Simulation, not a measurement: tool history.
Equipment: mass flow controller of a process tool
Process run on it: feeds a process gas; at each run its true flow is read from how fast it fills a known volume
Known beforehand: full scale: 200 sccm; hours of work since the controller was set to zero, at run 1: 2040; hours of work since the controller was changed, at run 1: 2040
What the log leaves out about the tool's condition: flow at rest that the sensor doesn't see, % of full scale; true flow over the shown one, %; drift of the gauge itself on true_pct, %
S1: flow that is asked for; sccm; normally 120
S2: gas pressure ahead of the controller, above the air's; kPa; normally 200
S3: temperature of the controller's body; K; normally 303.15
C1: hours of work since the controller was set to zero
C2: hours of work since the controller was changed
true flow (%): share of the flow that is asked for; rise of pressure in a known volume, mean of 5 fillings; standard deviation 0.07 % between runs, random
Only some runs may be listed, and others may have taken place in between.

run 1 hour=0 | S1=120 S2=200 S3=303.15 | C1=2040 C2=2040 | true_flow_(%)=99.3
run 2 hour=145.3 | S1=120 S2=200 S3=303.15 | C1=2105 C2=2105 | true_flow_(%)=99.36
run 3 hour=397.2 | S1=120 S2=200 S3=303.15 | C1=2218 C2=2218 | true_flow_(%)=99.27
run 4 hour=623.5 | S1=120 S2=200 S3=306.15 | C1=2319 C2=2319 | true_flow_(%)=99.07
run 5 hour=791.9 | S1=120 S2=200 S3=306.15 | C1=2395 C2=2395 | true_flow_(%)=99
run 6 hour=1119.9 | S1=120 S2=200 S3=306.15 | C1=2542 C2=2542 | true_flow_(%)=99.04
run 7 hour=1441.6 | S1=120 S2=200 S3=303.15 | C1=2686 C2=2686 | true_flow_(%)=99.09
run 8 hour=1785.1 | S1=120 S2=200 S3=303.15 | C1=2840 C2=2840 | true_flow_(%)=99.06
run 9 hour=2103.7 | S1=120 S2=200 S3=303.15 | C1=2983 C2=2983 | true_flow_(%)=98.93
run 10 hour=2258.2 | S1=120 S2=200 S3=303.15 | C1=3052 C2=3052 | true_flow_(%)=98.95
run 11 hour=2535.4 | S1=120 S2=200 S3=303.15 | C1=3176 C2=3176 | true_flow_(%)=98.98
run 12 hour=2851 | S1=120 S2=200 S3=303.15 | C1=3317 C2=3317 | true_flow_(%)=98.82
run 13 hour=3000.6 | S1=120 S2=200 S3=303.15 | C1=3384 C2=3384 | true_flow_(%)=98.92
run 14 hour=3347.1 | S1=120 S2=200 S3=303.15 | C1=3540 C2=3540 | true_flow_(%)=98.88
run 15 hour=3672.2 | S1=120 S2=200 S3=303.15 | C1=3685 C2=3685 | true_flow_(%)=98.72
run 16 hour=3964.8 | S1=120 S2=200 S3=303.15 | C1=3817 C2=3817 | true_flow_(%)=98.8
run 17 hour=4293 | S1=120 S2=200 S3=303.15 | C1=3964 C2=3964 | true_flow_(%)=98.62
run 18 hour=4441.9 | S1=131 S2=200 S3=303.15 | C1=4030 C2=4030 | true_flow_(%)=98.44
run 19 hour=4723.7 | S1=131 S2=200 S3=303.15 | C1=4157 C2=4157 | true_flow_(%)=98.52
run 20 hour=4933.4 | S1=131 S2=200 S3=303.15 | C1=4251 C2=4251 | true_flow_(%)=98.51
run 21 hour=5088.8 | S1=120 S2=200 S3=303.15 | C1=4320 C2=4320 | true_flow_(%)=98.31
run 22 hour=5250.6 | S1=25 S2=165 S3=304.15 | C1=4393 C2=4393 | true_flow_(%)=98.31
run 23 hour=5492.9 | S1=92 S2=188 S3=304.15 | C1=4501 C2=4501 | true_flow_(%)=98.24
run 24 hour=5689.8 | S1=92 S2=188 S3=304.15 | C1=4590 C2=4590 | true_flow_(%)=98.09
run 25 hour=5839 | S1=120 S2=229 S3=303.15 | C1=4656 C2=4656 | true_flow_(%)=98.3
run 26 hour=6140.6 | S1=120 S2=229 S3=303.15 | C1=4792 C2=4792 | true_flow_(%)=98.12
run 27 hour=6462 | S1=170 S2=200 S3=303.15 | C1=4936 C2=4936 | true_flow_(%)=98.32
run 28 hour=6811.9 | S1=65 S2=230 S3=303.15 | C1=5092 C2=5092 | true_flow_(%)=97.81

Hidden state or all else? Some run-to-run changes of true flow (%), split into what the settings, what came in and random variation would give without the hidden state, and what is left for the hidden state (with any gauge scatter that isn't in both results):
Run 7 -> 8: no setting changed, nothing entered. true flow (%) -0.03: hidden state -0.07, all else +0.04.
Run 8 -> 9: no setting changed, nothing entered. true flow (%) -0.13: hidden state -0.07, all else -0.06.
Run 24 -> 25: S1 92 -> 120, S2 188 -> 229, S3 304.15 -> 303.15. true flow (%) +0.21: hidden state -0.03, all else +0.24.
Run 27 -> 28: S1 170 -> 65, S2 200 -> 230. true flow (%) -0.51: hidden state -0.06, all else -0.45.
